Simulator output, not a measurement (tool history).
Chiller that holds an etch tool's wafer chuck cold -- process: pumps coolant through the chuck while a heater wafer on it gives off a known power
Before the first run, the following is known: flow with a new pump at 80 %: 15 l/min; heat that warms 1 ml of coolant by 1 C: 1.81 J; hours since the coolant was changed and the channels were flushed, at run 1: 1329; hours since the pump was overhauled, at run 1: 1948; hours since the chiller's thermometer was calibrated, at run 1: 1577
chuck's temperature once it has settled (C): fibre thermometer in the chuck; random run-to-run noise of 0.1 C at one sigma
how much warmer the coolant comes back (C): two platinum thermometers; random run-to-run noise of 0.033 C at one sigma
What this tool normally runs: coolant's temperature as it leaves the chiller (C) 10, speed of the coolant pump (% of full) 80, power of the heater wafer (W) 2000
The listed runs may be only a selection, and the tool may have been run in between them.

run,hour,coolant's temperature as it leaves the chiller (C),speed of the coolant pump (% of full),power of the heater wafer (W),hours since the coolant was changed and the channels were flushed,hours since the pump was overhauled,hours since the chiller's thermometer was calibrated,chuck's temperature once it has settled (C),how much warmer the coolant comes back (C)
1,0,10,80,2000,1329,1948,1577,34,4.81
2,63.1,10,80,2000,1392,2011,1640,34.3,4.76
3,106.7,10,80,2000,1436,2055,1684,34.1,4.8
4,154.9,10,80,2000,1484,2103,1732,34.3,4.82
5,198.2,10,80,2000,1527,2146,1775,34.3,4.8
6,260.2,10,80,2000,1589,2208,1837,34.6,4.81
7,287.8,10,80,2000,1617,2236,1865,34.6,4.79
8,326.1,10,94,2000,1655,2274,1903,32.5,4.07
9,352.4,10,80,1505,1681,2301,1929,28.9,3.67
10,397.6,10,80,2494,1726,2346,1974,40.9,6.04
11,450.4,2,80,2494,1779,2399,2027,33.1,6.04
12,513.2,2,80,2494,1842,2461,2090,33.2,6.06
13,550.1,2,80,2494,1879,2498,2127,33.3,6.02
14,588.6,2,80,2494,1917,2537,2165,33.1,6.09
15,618.4,2,80,2494,1947,2567,2195,33.3,6.06
16,661.7,2,80,2494,1991,2610,2239,33.4,6.12
17,707.5,2,80,2494,2036,2656,2284,33.7,6.14
18,758.9,2,80,2494,2088,2707,2336,33.7,6.18
19,802.8,2,80,2494,2132,2751,2380,33.8,6.12
20,854.8,1,80,2000,2184,2803,2432,26.8,4.91
21,891.2,4,80,1580,2220,2839,2468,24.6,3.91
22,925.2,4,87,2949,2254,2873,2502,40.2,6.69
23,987.4,15,80,2000,2316,2936,2564,40.9,4.98
24,1046.2,10,80,2620,2375,2994,2623,44,6.56
25,1093.1,10,80,2620,2422,3041,2670,44,6.51
26,1154.8,8,80,1149,2484,3103,2732,23.5,2.86
27,1209.6,8,80,1149,2538,3158,2786,23.7,2.84
28,1265.6,13,68,2539,2594,3214,2843,49.9,7.42
29,1312.6,13,68,2539,2641,3261,2890,50,7.49
30,1368.3,13,68,2539,2697,3317,2945,50.4,7.49
31,1400.2,17,80,2376,2729,3348,2977,48.9,5.99
32,1454.7,1,64,1149,2784,3403,3032,19,3.63

Selected run-to-run steps in chuck's temperature once it has settled (C), each split into two signed amounts: the part the tool would show with no hidden state at all (from settings, incoming material and random variation), and the remainder, which goes to the hidden state together with any gauge scatter not common to the measured and the hidden-state-free results:
What the log doesn't record here: heat passed by the chuck's channels, % of clean ones'; flow at a given pump speed, % of a new pump's; coolant's true temperature over the reading, C; drift of the gauge itself on chuck_c, C; drift of the gauge itself on warmer_back_c, C.
Run 21 -> 22: speed of the coolant pump (% of full) 80 -> 87, power of the heater wafer (W) 1580 -> 2949. chuck's temperature once it has settled (C) +15.6: hidden state +2.7, all else +12.9.
Run 25 -> 26: coolant's temperature as it leaves the chiller (C) 10 -> 8, power of the heater wafer (W) 2620 -> 1149. chuck's temperature once it has settled (C) -20.5: hidden state -3.3, all else -17.2.
Run 27 -> 28: coolant's temperature as it leaves the chiller (C) 8 -> 13, speed of the coolant pump (% of full) 80 -> 68, power of the heater wafer (W) 1149 -> 2539. chuck's temperature once it has settled (C) +26.2: hidden state +4, all else +22.2.
Run 31 -> 32: coolant's temperature as it leaves the chiller (C) 17 -> 1, speed of the coolant pump (% of full) 80 -> 64, power of the heater wafer (W) 2376 -> 1149. chuck's temperature once it has settled (C) -29.9: hidden state -2.7, all else -27.2.

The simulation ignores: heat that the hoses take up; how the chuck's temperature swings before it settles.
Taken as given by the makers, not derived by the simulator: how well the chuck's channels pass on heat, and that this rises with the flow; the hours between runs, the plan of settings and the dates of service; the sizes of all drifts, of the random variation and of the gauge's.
